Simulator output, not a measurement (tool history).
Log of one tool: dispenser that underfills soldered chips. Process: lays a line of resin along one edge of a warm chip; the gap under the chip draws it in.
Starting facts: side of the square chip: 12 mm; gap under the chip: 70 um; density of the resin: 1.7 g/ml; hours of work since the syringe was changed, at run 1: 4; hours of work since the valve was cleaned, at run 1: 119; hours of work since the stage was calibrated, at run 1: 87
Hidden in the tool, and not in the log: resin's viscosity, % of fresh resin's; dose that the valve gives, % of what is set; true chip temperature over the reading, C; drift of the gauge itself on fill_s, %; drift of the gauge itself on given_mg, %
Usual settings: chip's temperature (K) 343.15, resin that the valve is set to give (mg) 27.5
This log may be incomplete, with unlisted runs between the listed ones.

run	hour	chip's temperature (K)	resin that the valve is set to give (mg)	hours of work since the syringe was changed	hours of work since the valve was cleaned	hours of work since the stage was calibrated	time until the resin shows at the far edge (s)	resin that the valve gave (mg)
1	0	343.15	27.5	4	119	87	87.5	25.19
2	3.7	343.15	27.5	6	122	90	97	25.12
3	6.6	343.15	27.5	8	124	92	103.9	25.27
# hour 10.5: new syringe of resin
4	10.6	343.15	28	0	126	94	78.4	25.77
5	13.1	343.15	24	2	128	96	86.6	21.85
6	16.2	343.15	24	4	130	98	93.2	21.92
7	18.9	343.15	34	6	132	100	93.2	30.89
8	22.3	343.15	34	8	134	102	103.1	30.9
9	24.7	343.15	34	10	136	104	109	30.91
# hour 26.7: new syringe of resin
10	28.6	343.15	34	1	138	106	80.6	30.89
11	32.6	343.15	34	4	141	109	90	30.59
# hour 35.6: dispensing valve cleaned and set on the balance
12	36.5	343.15	27.5	6	1	111	96.3	27.58
13	40	350.15	27.5	8	3	113	83.9	27.46
14	42	350.15	27.5	10	4	115	86.6	27.66
# hour 43.8: new syringe of resin
15	46	350.15	27.5	2	7	117	63.3	27.67
16	49.9	350.15	27.5	4	10	120	70.9	27.64
17	53.7	343.15	32.1	7	12	122	97.4	31.9
18	55.7	330.15	27.5	8	14	124	165.5	27.27
19	59.2	330.15	27.5	11	16	126	180.2	27.34
# hour 59.8: new syringe of resin
20	63.8	330.15	27.5	3	19	129	136.9	27.25
21	65.7	343.15	31.3	4	20	130	89.2	31.23
22	69	335.15	31.3	6	22	133	128.2	31.01
23	71.5	335.15	31.3	8	24	134	137.4	31.14
24	75.1	343.15	33	10	27	137	113.8	32.48
# hour 75.6: new syringe of resin
25	78.8	357.15	31.2	2	29	139	52	30.84
26	81.9	357.15	24.7	4	31	141	57.9	24.35
27	84.6	357.15	34.5	6	33	143	59.6	33.83
28	89.1	348.15	34.8	9	36	146	90.5	34.32
# hour 91.6: new syringe of resin
29	92.5	348.15	29.7	1	38	148	67.2	29.03
30	96.7	342.15	28.1	4	41	151	92.3	27.56
31	100.8	343.15	33	6	44	154	97.7	32.16
32	103.6	329.15	27.5	8	46	156	176.5	26.88
# hour 107.5: new syringe of resin
33	107.5	335.15	35.3	0	48	158	101.5	34.16
34	112	356.15	33.6	3	51	161	55	32.76
35	115.2	355.15	30.5	5	53	164	61.2	29.54
36	119.7	337.15	32.8	8	56	167	129.3	31.75
37	122.4	337.15	32.8	10	58	169	140.3	31.81

Predict each of these 3 candidate next runs independently; none follows another, all start after run 37:
# hour 123.5: new syringe of resin
A	126.3	352.15	27.8	2	61	171	?	?
# hour 123.5: new syringe of resin
B	126.3	337.15	30.4	2	61	171	?	?
# hour 123.5: new syringe of resin
C	126.3	338.15	23.4	2	61	171	?	?

run	time until the resin shows at the far edge (s)	resin that the valve gave (mg)
A	61.3	26.68
B	100.4	29.38
C	104.1	22.51
Stripped of hidden state, with their random variation kept, the same runs would have yielded:
run	time until the resin shows at the far edge (s)	resin that the valve gave (mg)
A	54.8	27.71
B	89.6	30.51
C	92.3	23.37
